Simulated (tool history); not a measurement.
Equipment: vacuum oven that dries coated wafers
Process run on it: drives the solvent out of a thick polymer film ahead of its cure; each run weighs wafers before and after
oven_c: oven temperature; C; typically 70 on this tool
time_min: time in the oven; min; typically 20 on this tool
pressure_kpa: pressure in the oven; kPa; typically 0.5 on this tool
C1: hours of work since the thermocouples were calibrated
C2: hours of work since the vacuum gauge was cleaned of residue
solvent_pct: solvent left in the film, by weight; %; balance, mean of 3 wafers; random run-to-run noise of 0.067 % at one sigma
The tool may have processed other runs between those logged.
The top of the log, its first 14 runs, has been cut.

run 15 day=13.721 | oven_c=84 time_min=20 pressure_kpa=0.5 | C1=675 C2=72 | solvent_pct=0.6
run 16 day=14.504 | oven_c=84 time_min=20 pressure_kpa=0.5 | C1=686 C2=82 | solvent_pct=0.53
run 17 day=15.404 | oven_c=70 time_min=20 pressure_kpa=0.5 | C1=697 C2=94 | solvent_pct=4.12
run 18 day=16.017 | oven_c=70 time_min=20 pressure_kpa=0.5 | C1=705 C2=102 | solvent_pct=4.01
run 19 day=16.562 | oven_c=63 time_min=20 pressure_kpa=0.5 | C1=713 C2=109 | solvent_pct=7.16
run 20 day=17.721 | oven_c=58 time_min=34 pressure_kpa=1.727 | C1=728 C2=124 | solvent_pct=7.17
run 21 day=18.312 | oven_c=70 time_min=17 pressure_kpa=0.564 | C1=735 C2=132 | solvent_pct=5.04
run 22 day=19.012 | oven_c=70 time_min=17 pressure_kpa=0.564 | C1=745 C2=141 | solvent_pct=5.15
run 23 day=19.954 | oven_c=65 time_min=20 pressure_kpa=0.942 | C1=757 C2=154 | solvent_pct=6.58
run 24 day=20.8 | oven_c=58 time_min=20 pressure_kpa=0.849 | C1=768 C2=165 | solvent_pct=9.86
run 25 day=22 | oven_c=59 time_min=11 pressure_kpa=0.992 | C1=784 C2=180 | solvent_pct=13.08
run 26 day=22.879 | oven_c=59 time_min=11 pressure_kpa=0.992 | C1=795 C2=192 | solvent_pct=13.16
run 27 day=23.912 | oven_c=61 time_min=27 pressure_kpa=0.667 | C1=809 C2=205 | solvent_pct=6.32
run 28 day=24.612 | oven_c=61 time_min=27 pressure_kpa=0.667 | C1=818 C2=214 | solvent_pct=6.09
run 29 day=25.525 | oven_c=65 time_min=17 pressure_kpa=0.316 | C1=830 C2=226 | solvent_pct=7.23
run 30 day=26.108 | oven_c=62 time_min=20 pressure_kpa=0.874 | C1=837 C2=234 | solvent_pct=7.99
run 31 day=27.204 | oven_c=62 time_min=20 pressure_kpa=0.819 | C1=852 C2=248 | solvent_pct=7.89
run 32 day=28.254 | oven_c=66 time_min=14 pressure_kpa=1.802 | C1=865 C2=262 | solvent_pct=8.76
run 33 day=29.533 | oven_c=66 time_min=14 pressure_kpa=1.802 | C1=882 C2=279 | solvent_pct=9.03
run 34 day=30.567 | oven_c=66 time_min=14 pressure_kpa=1.802 | C1=895 C2=292 | solvent_pct=9.05
run 35 day=31.246 | oven_c=60 time_min=20 pressure_kpa=1.775 | C1=904 C2=301 | solvent_pct=9.41
run 36 day=31.858 | oven_c=70 time_min=15 pressure_kpa=0.437 | C1=912 C2=309 | solvent_pct=5.79
run 37 day=32.417 | oven_c=70 time_min=13 pressure_kpa=0.5 | C1=920 C2=316 | solvent_pct=6.93
run 38 day=33.1 | oven_c=70 time_min=13 pressure_kpa=0.5 | C1=929 C2=325 | solvent_pct=7.11

Here are 3 independent what-if runs from the current tool condition. What would each one return?
run A day=33.679 | oven_c=63 time_min=13 pressure_kpa=1.895 | C1=936 C2=333 | solvent_pct=?
run B day=33.679 | oven_c=72 time_min=13 pressure_kpa=0.386 | C1=936 C2=333 | solvent_pct=?
run C day=33.679 | oven_c=83 time_min=20 pressure_kpa=0.5 | C1=936 C2=333 | solvent_pct=?

run=A solvent_pct=10.83
run=B solvent_pct=5.99
run=C solvent_pct=0.7
Without the tool's unlogged condition, the same runs would have read:
run=A solvent_pct=11.36
run=B solvent_pct=6.53
run=C solvent_pct=0.82
